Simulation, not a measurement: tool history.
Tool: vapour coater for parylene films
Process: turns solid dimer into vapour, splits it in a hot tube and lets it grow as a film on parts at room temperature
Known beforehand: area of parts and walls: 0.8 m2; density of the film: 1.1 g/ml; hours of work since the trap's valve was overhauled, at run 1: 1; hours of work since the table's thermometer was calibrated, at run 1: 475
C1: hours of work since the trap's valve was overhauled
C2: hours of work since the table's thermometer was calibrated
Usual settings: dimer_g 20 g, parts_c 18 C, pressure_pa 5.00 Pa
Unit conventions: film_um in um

{"run": 1, "hour": 0.0, "dimer_g": 20, "parts_c": 18, "pressure_pa": 5.0, "C1": 1, "C2": 475, "film_um": 13.21}
{"run": 2, "hour": 14.7, "dimer_g": 20, "parts_c": 14, "pressure_pa": 5.0, "C1": 10, "C2": 484, "film_um": 15.25}
{"run": 3, "hour": 24.9, "dimer_g": 20, "parts_c": 18, "pressure_pa": 5.0, "C1": 16, "C2": 490, "film_um": 13.22}
{"run": 4, "hour": 34.9, "dimer_g": 20, "parts_c": 18, "pressure_pa": 5.0, "C1": 22, "C2": 496, "film_um": 13.28}
{"run": 5, "hour": 54.3, "dimer_g": 20, "parts_c": 18, "pressure_pa": 5.0, "C1": 34, "C2": 507, "film_um": 13.01}
{"run": 6, "hour": 65.1, "dimer_g": 20, "parts_c": 18, "pressure_pa": 5.0, "C1": 40, "C2": 514, "film_um": 13.1}
{"run": 7, "hour": 73.9, "dimer_g": 20, "parts_c": 18, "pressure_pa": 5.0, "C1": 45, "C2": 519, "film_um": 13.05}
{"run": 8, "hour": 82.2, "dimer_g": 20, "parts_c": 18, "pressure_pa": 5.0, "C1": 50, "C2": 524, "film_um": 12.93}
{"run": 9, "hour": 95.5, "dimer_g": 20, "parts_c": 22, "pressure_pa": 5.0, "C1": 58, "C2": 532, "film_um": 11.21}
{"run": 10, "hour": 113.0, "dimer_g": 20, "parts_c": 11, "pressure_pa": 5.0, "C1": 68, "C2": 542, "film_um": 16.75}
{"run": 11, "hour": 124.9, "dimer_g": 20, "parts_c": 11, "pressure_pa": 5.0, "C1": 75, "C2": 549, "film_um": 16.75}
{"run": 12, "hour": 143.4, "dimer_g": 20, "parts_c": 11, "pressure_pa": 5.0, "C1": 87, "C2": 560, "film_um": 16.65}
{"run": 13, "hour": 151.7, "dimer_g": 20, "parts_c": 18, "pressure_pa": 5.0, "C1": 91, "C2": 565, "film_um": 12.9}
{"run": 14, "hour": 159.9, "dimer_g": 20, "parts_c": 18, "pressure_pa": 5.0, "C1": 96, "C2": 570, "film_um": 12.96}
{"run": 15, "hour": 173.0, "dimer_g": 20, "parts_c": 18, "pressure_pa": 5.0, "C1": 104, "C2": 578, "film_um": 12.83}
{"run": 16, "hour": 185.5, "dimer_g": 13, "parts_c": 18, "pressure_pa": 5.0, "C1": 111, "C2": 585, "film_um": 8.34}
{"run": 17, "hour": 199.4, "dimer_g": 20, "parts_c": 18, "pressure_pa": 5.0, "C1": 120, "C2": 593, "film_um": 12.87}
{"run": 18, "hour": 208.8, "dimer_g": 20, "parts_c": 18, "pressure_pa": 5.0, "C1": 125, "C2": 599, "film_um": 12.72}
{"run": 19, "hour": 224.0, "dimer_g": 20, "parts_c": 18, "pressure_pa": 3.18, "C1": 134, "C2": 608, "film_um": 14.01}
{"run": 20, "hour": 237.9, "dimer_g": 20, "parts_c": 19, "pressure_pa": 10.94, "C1": 143, "C2": 616, "film_um": 10.66}
{"hour": 239.9, "done": "table's thermometer calibrated"}
{"run": 21, "hour": 257.4, "dimer_g": 28, "parts_c": 23, "pressure_pa": 6.78, "C1": 154, "C2": 10, "film_um": 13.94}
{"hour": 269.5, "done": "table's thermometer calibrated, once more"}
{"run": 22, "hour": 271.2, "dimer_g": 28, "parts_c": 23, "pressure_pa": 6.78, "C1": 161, "C2": 1, "film_um": 14.0}
{"run": 23, "hour": 279.7, "dimer_g": 29, "parts_c": 17, "pressure_pa": 5.45, "C1": 166, "C2": 6, "film_um": 18.5}
{"run": 24, "hour": 294.8, "dimer_g": 10, "parts_c": 15, "pressure_pa": 6.53, "C1": 175, "C2": 15, "film_um": 6.63}
{"run": 25, "hour": 310.2, "dimer_g": 19, "parts_c": 22, "pressure_pa": 7.29, "C1": 184, "C2": 24, "film_um": 9.48}
{"run": 26, "hour": 325.3, "dimer_g": 11, "parts_c": 18, "pressure_pa": 3.19, "C1": 193, "C2": 33, "film_um": 7.55}
{"run": 27, "hour": 340.4, "dimer_g": 11, "parts_c": 18, "pressure_pa": 3.19, "C1": 202, "C2": 42, "film_um": 7.47}
{"run": 28, "hour": 350.7, "dimer_g": 11, "parts_c": 18, "pressure_pa": 3.19, "C1": 208, "C2": 48, "film_um": 7.41}
{"run": 29, "hour": 363.8, "dimer_g": 13, "parts_c": 18, "pressure_pa": 3.56, "C1": 216, "C2": 56, "film_um": 8.59}
{"run": 30, "hour": 381.3, "dimer_g": 12, "parts_c": 18, "pressure_pa": 3.27, "C1": 227, "C2": 66, "film_um": 7.96}
{"run": 31, "hour": 398.9, "dimer_g": 12, "parts_c": 18, "pressure_pa": 3.27, "C1": 237, "C2": 77, "film_um": 7.93}
{"run": 32, "hour": 409.7, "dimer_g": 26, "parts_c": 19, "pressure_pa": 10.59, "C1": 243, "C2": 83, "film_um": 13.26}
{"run": 33, "hour": 421.3, "dimer_g": 26, "parts_c": 19, "pressure_pa": 10.59, "C1": 250, "C2": 90, "film_um": 13.26}
{"run": 34, "hour": 433.5, "dimer_g": 16, "parts_c": 19, "pressure_pa": 10.59, "C1": 258, "C2": 97, "film_um": 8.12}
{"run": 35, "hour": 451.5, "dimer_g": 11, "parts_c": 18, "pressure_pa": 5.25, "C1": 268, "C2": 108, "film_um": 6.67}
{"run": 36, "hour": 465.7, "dimer_g": 11, "parts_c": 18, "pressure_pa": 10.3, "C1": 277, "C2": 117, "film_um": 5.78}
{"run": 37, "hour": 474.3, "dimer_g": 20, "parts_c": 21, "pressure_pa": 7.21, "C1": 282, "C2": 122, "film_um": 10.18}

Here are 4 independent what-if runs from the current tool condition. What would each one return?
{"run": "A", "hour": 489.1, "dimer_g": 10, "parts_c": 22, "pressure_pa": 7.21, "C1": 291, "C2": 130, "film_um": "?"}
{"run": "B", "hour": 489.1, "dimer_g": 10, "parts_c": 29, "pressure_pa": 7.97, "C1": 291, "C2": 130, "film_um": "?"}
{"run": "C", "hour": 489.1, "dimer_g": 11, "parts_c": 21, "pressure_pa": 9.79, "C1": 291, "C2": 130, "film_um": "?"}
{"run": "D", "hour": 489.1, "dimer_g": 16, "parts_c": 12, "pressure_pa": 7.21, "C1": 291, "C2": 130, "film_um": "?"}

run=A film_um=4.89
run=B film_um=3.73
run=C film_um=5.25
run=D film_um=11.26
Had the tool no hidden state, the same runs would have come out as:
run=A film_um=5.26
run=B film_um=4.02
run=C film_um=5.65
run=D film_um=12.12

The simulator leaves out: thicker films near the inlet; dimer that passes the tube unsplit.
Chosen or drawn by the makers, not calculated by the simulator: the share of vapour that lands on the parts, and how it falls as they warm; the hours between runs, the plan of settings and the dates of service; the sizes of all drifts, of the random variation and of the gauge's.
